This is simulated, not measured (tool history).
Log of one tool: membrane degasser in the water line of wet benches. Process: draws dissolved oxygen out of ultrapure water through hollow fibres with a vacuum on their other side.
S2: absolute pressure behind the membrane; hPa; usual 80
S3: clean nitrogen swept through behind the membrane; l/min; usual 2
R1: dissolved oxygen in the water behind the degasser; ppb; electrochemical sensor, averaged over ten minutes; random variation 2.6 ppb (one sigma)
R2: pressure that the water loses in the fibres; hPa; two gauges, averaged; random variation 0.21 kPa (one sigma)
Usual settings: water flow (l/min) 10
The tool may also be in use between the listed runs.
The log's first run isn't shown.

Run 2, hour 42.1: usual settings. Result: R1 269.5 ppb, R2 514.3 hPa.
Run 3, hour 66.3: usual settings. Result: R1 267 ppb, R2 515.4 hPa.
Run 4, hour 87.4: usual settings. Result: R1 267.3 ppb, R2 512.5 hPa.
Run 5, hour 120.4: usual settings. Result: R1 266 ppb, R2 517.9 hPa.
Run 6, hour 163.9: usual settings but S2 105 hPa. Result: R1 299.9 ppb, R2 513.2 hPa.
Run 7, hour 191.8: usual settings but S2 105 hPa. Result: R1 286.8 ppb, R2 516 hPa.
Run 8, hour 218: usual settings but S2 105 hPa, S3 0.87 l/min. Result: R1 399 ppb, R2 514 hPa.
Run 9, hour 245.9: usual settings but S2 169.7 hPa, S3 0.87 l/min. Result: R1 556.9 ppb, R2 517.4 hPa.
Run 10, hour 268.5: usual settings but S2 146.7 hPa. Result: R1 346.9 ppb, R2 516.9 hPa.
Run 11, hour 292.3: usual settings but S2 146.7 hPa. Result: R1 342.2 ppb, R2 514.5 hPa.
Run 12, hour 332.7: usual settings but water flow (l/min) 15. Result: R1 572.6 ppb, R2 775.3 hPa.
Run 13, hour 366.8: usual settings but water flow (l/min) 15, S2 54.1 hPa. Result: R1 526.5 ppb, R2 770.8 hPa.
Run 14, hour 399.2: usual settings. Result: R1 268.9 ppb, R2 514.8 hPa.
Run 15, hour 434.6: usual settings. Result: R1 271.3 ppb, R2 513.5 hPa.
Run 16, hour 477.1: usual settings. Result: R1 267.2 ppb, R2 518.8 hPa.
Run 17, hour 518.7: usual settings but water flow (l/min) 8, S2 80.2 hPa, S3 2.79 l/min. Result: R1 153.8 ppb, R2 412.9 hPa.
Run 18, hour 541.2: usual settings but water flow (l/min) 8, S2 51.3 hPa, S3 3.85 l/min. Result: R1 128.5 ppb, R2 411.6 hPa.

Run 19 comes next. What will it give?
Run 19, hour 560.6: usual settings but water flow (l/min) 7, S2 56.3 hPa, S3 1.26 l/min. Result: R1 ?, R2 ?.

R1: 117.2 ppb
R2: 361.8 hPa
Without the tool's hidden state the same run would have given R1 107.7 ppb, R2 359.9 hPa.
